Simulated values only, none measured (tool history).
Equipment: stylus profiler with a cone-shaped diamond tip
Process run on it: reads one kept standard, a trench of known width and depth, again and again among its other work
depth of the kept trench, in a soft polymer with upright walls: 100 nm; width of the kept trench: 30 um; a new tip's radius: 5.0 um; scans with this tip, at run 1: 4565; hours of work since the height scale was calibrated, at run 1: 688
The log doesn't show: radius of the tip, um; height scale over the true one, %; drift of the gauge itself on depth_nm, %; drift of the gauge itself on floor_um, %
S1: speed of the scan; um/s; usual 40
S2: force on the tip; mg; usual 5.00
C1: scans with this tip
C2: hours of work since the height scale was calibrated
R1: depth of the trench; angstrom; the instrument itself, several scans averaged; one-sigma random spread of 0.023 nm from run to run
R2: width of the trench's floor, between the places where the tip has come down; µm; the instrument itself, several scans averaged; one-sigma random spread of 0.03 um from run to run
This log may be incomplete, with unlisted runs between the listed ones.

| run | hour | S1 | S2 | C1 | C2 | R1 | R2 |
|---|---|---|---|---|---|---|---|
| 1 | 0.0 | 40 | 5.00 | 4565 | 688 | 1013.7 | 27.58 |
| 2 | 74.9 | 24 | 5.00 | 4879 | 735 | 1013.9 | 27.54 |
| 3 | 164.3 | 40 | 5.00 | 5252 | 791 | 1013.5 | 27.59 |
| 4 | 221.4 | 15 | 5.00 | 5491 | 827 | 1013.6 | 27.53 |
| 5 | 262.5 | 40 | 5.00 | 5663 | 853 | 1013.5 | 27.50 |
| 6 | 304.9 | 40 | 5.00 | 5841 | 880 | 1013.6 | 27.51 |
| 7 | 354.3 | 82 | 5.00 | 6047 | 911 | 1013.5 | 27.42 |
| 8 | 395.8 | 82 | 5.00 | 6221 | 937 | 1013.4 | 27.43 |
| 9 | 463.5 | 82 | 5.00 | 6504 | 980 | 1013.0 | 27.40 |
| 10 | 515.9 | 67 | 6.74 | 6723 | 1013 | 1016.9 | 27.38 |
| 11 | 560.6 | 40 | 5.24 | 6910 | 1041 | 1013.3 | 27.46 |
| 12 | 610.9 | 49 | 13.31 | 7120 | 1073 | 1027.5 | 27.42 |
| 13 | 648.9 | 49 | 13.31 | 7279 | 1097 | 1027.6 | 27.44 |
| 14 | 731.6 | 40 | 2.11 | 7625 | 1149 | 1005.2 | 27.36 |
| 15 | 782.0 | 14 | 2.11 | 7836 | 1180 | 1005.5 | 27.49 |

Predict the results of run 16:
| 16 | 846.8 | 14 | 2.11 | 8107 | 1221 | ? | ? |

{"run 16": {"R1": 1005.0, "R2": 27.38}}
With no hidden state in the tool, this same run would have given R1 1008.7 angstrom, R2 28.00 µm.
